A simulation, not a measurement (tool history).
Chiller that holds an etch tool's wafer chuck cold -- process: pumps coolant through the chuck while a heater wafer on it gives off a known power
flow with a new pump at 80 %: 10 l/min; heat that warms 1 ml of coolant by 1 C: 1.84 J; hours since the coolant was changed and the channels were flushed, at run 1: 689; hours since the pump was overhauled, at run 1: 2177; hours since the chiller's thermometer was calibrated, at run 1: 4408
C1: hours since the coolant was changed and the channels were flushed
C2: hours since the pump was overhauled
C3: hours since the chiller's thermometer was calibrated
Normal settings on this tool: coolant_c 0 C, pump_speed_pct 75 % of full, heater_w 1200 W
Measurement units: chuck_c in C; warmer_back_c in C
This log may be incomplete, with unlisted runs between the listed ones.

{"run": 1, "day": 0.0, "coolant_c": 0, "pump_speed_pct": 75, "heater_w": 1200, "C1": 689, "C2": 2177, "C3": 4408, "chuck_c": 13.2, "warmer_back_c": 4.23}
{"run": 2, "day": 3.042, "coolant_c": 6, "pump_speed_pct": 75, "heater_w": 1200, "C1": 762, "C2": 2250, "C3": 4481, "chuck_c": 19.2, "warmer_back_c": 4.2}
{"run": 3, "day": 6.838, "coolant_c": 6, "pump_speed_pct": 75, "heater_w": 1200, "C1": 853, "C2": 2341, "C3": 4572, "chuck_c": 19.2, "warmer_back_c": 4.18}
{"run": 4, "day": 9.096, "coolant_c": 0, "pump_speed_pct": 75, "heater_w": 1200, "C1": 907, "C2": 2395, "C3": 4626, "chuck_c": 13, "warmer_back_c": 4.18}
{"run": 5, "day": 13.221, "coolant_c": 0, "pump_speed_pct": 75, "heater_w": 1200, "C1": 1006, "C2": 2494, "C3": 4725, "chuck_c": 13, "warmer_back_c": 4.18}
{"run": 6, "day": 16.854, "coolant_c": 0, "pump_speed_pct": 75, "heater_w": 1200, "C1": 1093, "C2": 2582, "C3": 4812, "chuck_c": 13.3, "warmer_back_c": 4.24}
{"run": 7, "day": 18.95, "coolant_c": 0, "pump_speed_pct": 75, "heater_w": 1200, "C1": 1143, "C2": 2632, "C3": 4863, "chuck_c": 13.2, "warmer_back_c": 4.16}
{"day": 20.862, "done": "chiller's thermometer calibrated"}
{"run": 8, "day": 21.404, "coolant_c": 0, "pump_speed_pct": 75, "heater_w": 1200, "C1": 1201, "C2": 2690, "C3": 13, "chuck_c": 13.2, "warmer_back_c": 4.13}
{"run": 9, "day": 24.808, "coolant_c": 0, "pump_speed_pct": 75, "heater_w": 1200, "C1": 1283, "C2": 2772, "C3": 95, "chuck_c": 13.3, "warmer_back_c": 4.15}
{"run": 10, "day": 27.096, "coolant_c": 0, "pump_speed_pct": 75, "heater_w": 1200, "C1": 1338, "C2": 2826, "C3": 150, "chuck_c": 13.3, "warmer_back_c": 4.11}
{"run": 11, "day": 29.254, "coolant_c": 0, "pump_speed_pct": 75, "heater_w": 1200, "C1": 1390, "C2": 2878, "C3": 201, "chuck_c": 13.2, "warmer_back_c": 4.06}
{"run": 12, "day": 32.896, "coolant_c": 0, "pump_speed_pct": 75, "heater_w": 1200, "C1": 1477, "C2": 2966, "C3": 289, "chuck_c": 13.2, "warmer_back_c": 4.09}
{"run": 13, "day": 36.075, "coolant_c": 0, "pump_speed_pct": 75, "heater_w": 1200, "C1": 1553, "C2": 3042, "C3": 365, "chuck_c": 13.3, "warmer_back_c": 4.08}
{"run": 14, "day": 39.642, "coolant_c": 0, "pump_speed_pct": 75, "heater_w": 1200, "C1": 1639, "C2": 3128, "C3": 451, "chuck_c": 13.2, "warmer_back_c": 4.03}
{"run": 15, "day": 41.933, "coolant_c": 0, "pump_speed_pct": 75, "heater_w": 1200, "C1": 1694, "C2": 3183, "C3": 506, "chuck_c": 13.4, "warmer_back_c": 4.08}
{"run": 16, "day": 44.604, "coolant_c": 0, "pump_speed_pct": 75, "heater_w": 1200, "C1": 1758, "C2": 3247, "C3": 570, "chuck_c": 13.3, "warmer_back_c": 4.04}
{"run": 17, "day": 47.188, "coolant_c": 0, "pump_speed_pct": 75, "heater_w": 1200, "C1": 1820, "C2": 3309, "C3": 632, "chuck_c": 13.3, "warmer_back_c": 4.07}
{"run": 18, "day": 51.375, "coolant_c": 9, "pump_speed_pct": 75, "heater_w": 1200, "C1": 1921, "C2": 3409, "C3": 732, "chuck_c": 22.1, "warmer_back_c": 4.03}
{"run": 19, "day": 55.612, "coolant_c": 9, "pump_speed_pct": 75, "heater_w": 1200, "C1": 2022, "C2": 3511, "C3": 834, "chuck_c": 22.5, "warmer_back_c": 3.97}
{"run": 20, "day": 58.654, "coolant_c": 9, "pump_speed_pct": 75, "heater_w": 1200, "C1": 2095, "C2": 3584, "C3": 907, "chuck_c": 22.3, "warmer_back_c": 4.01}
{"run": 21, "day": 60.838, "coolant_c": -3, "pump_speed_pct": 99, "heater_w": 1200, "C1": 2148, "C2": 3636, "C3": 959, "chuck_c": 7.5, "warmer_back_c": 2.86}
{"run": 22, "day": 64.308, "coolant_c": -7, "pump_speed_pct": 75, "heater_w": 1200, "C1": 2231, "C2": 3720, "C3": 1043, "chuck_c": 6.1, "warmer_back_c": 3.98}
{"run": 23, "day": 66.558, "coolant_c": 6, "pump_speed_pct": 64, "heater_w": 989, "C1": 2285, "C2": 3774, "C3": 1097, "chuck_c": 18.4, "warmer_back_c": 3.93}
{"run": 24, "day": 68.971, "coolant_c": 6, "pump_speed_pct": 75, "heater_w": 758, "C1": 2343, "C2": 3831, "C3": 1155, "chuck_c": 14.3, "warmer_back_c": 2.37}
{"run": 25, "day": 70.771, "coolant_c": 0, "pump_speed_pct": 75, "heater_w": 813, "C1": 2386, "C2": 3875, "C3": 1198, "chuck_c": 9, "warmer_back_c": 2.62}
{"run": 26, "day": 73.554, "coolant_c": 6, "pump_speed_pct": 75, "heater_w": 657, "C1": 2453, "C2": 3941, "C3": 1265, "chuck_c": 13.2, "warmer_back_c": 2.03}
{"run": 27, "day": 75.346, "coolant_c": 9, "pump_speed_pct": 78, "heater_w": 657, "C1": 2496, "C2": 3984, "C3": 1308, "chuck_c": 16, "warmer_back_c": 1.92}
{"run": 28, "day": 77.896, "coolant_c": 6, "pump_speed_pct": 63, "heater_w": 1110, "C1": 2557, "C2": 4046, "C3": 1369, "chuck_c": 20.1, "warmer_back_c": 4.52}
{"run": 29, "day": 81.388, "coolant_c": 6, "pump_speed_pct": 63, "heater_w": 1110, "C1": 2641, "C2": 4129, "C3": 1453, "chuck_c": 20.2, "warmer_back_c": 4.47}
{"run": 30, "day": 83.875, "coolant_c": 6, "pump_speed_pct": 63, "heater_w": 1110, "C1": 2701, "C2": 4189, "C3": 1512, "chuck_c": 20.2, "warmer_back_c": 4.42}
{"run": 31, "day": 87.079, "coolant_c": 4, "pump_speed_pct": 64, "heater_w": 1200, "C1": 2778, "C2": 4266, "C3": 1589, "chuck_c": 19.1, "warmer_back_c": 4.73}

Per-run results on a tool with no hidden state, each run keeping its own random variation:
Hidden state present: heat passed by the chuck's channels, % of clean ones'; flow at a given pump speed, % of a new pump's; coolant's true temperature over the reading, C; drift of the gauge itself on chuck_c, C; drift of the gauge itself on warmer_back_c, C.
run=1 warmer_back_c=4.23
run=2 warmer_back_c=4.21
run=3 warmer_back_c=4.21
run=4 warmer_back_c=4.21
run=5 warmer_back_c=4.23
run=6 warmer_back_c=4.3
run=7 warmer_back_c=4.23
run=8 warmer_back_c=4.2
run=9 warmer_back_c=4.24
run=10 warmer_back_c=4.22
run=11 warmer_back_c=4.17
run=12 warmer_back_c=4.21
run=13 warmer_back_c=4.21
run=14 warmer_back_c=4.17
run=15 warmer_back_c=4.24
run=16 warmer_back_c=4.2
run=17 warmer_back_c=4.24
run=18 warmer_back_c=4.22
run=19 warmer_back_c=4.18
run=20 warmer_back_c=4.23
run=21 warmer_back_c=3.09
run=22 warmer_back_c=4.22
run=23 warmer_back_c=4.18
run=24 warmer_back_c=2.63
run=25 warmer_back_c=2.89
run=26 warmer_back_c=2.31
run=27 warmer_back_c=2.21
run=28 warmer_back_c=4.81
run=29 warmer_back_c=4.78
run=30 warmer_back_c=4.74
run=31 warmer_back_c=5.06
chuck_c: differs from the measured result by no more than 0.1 C in any run.
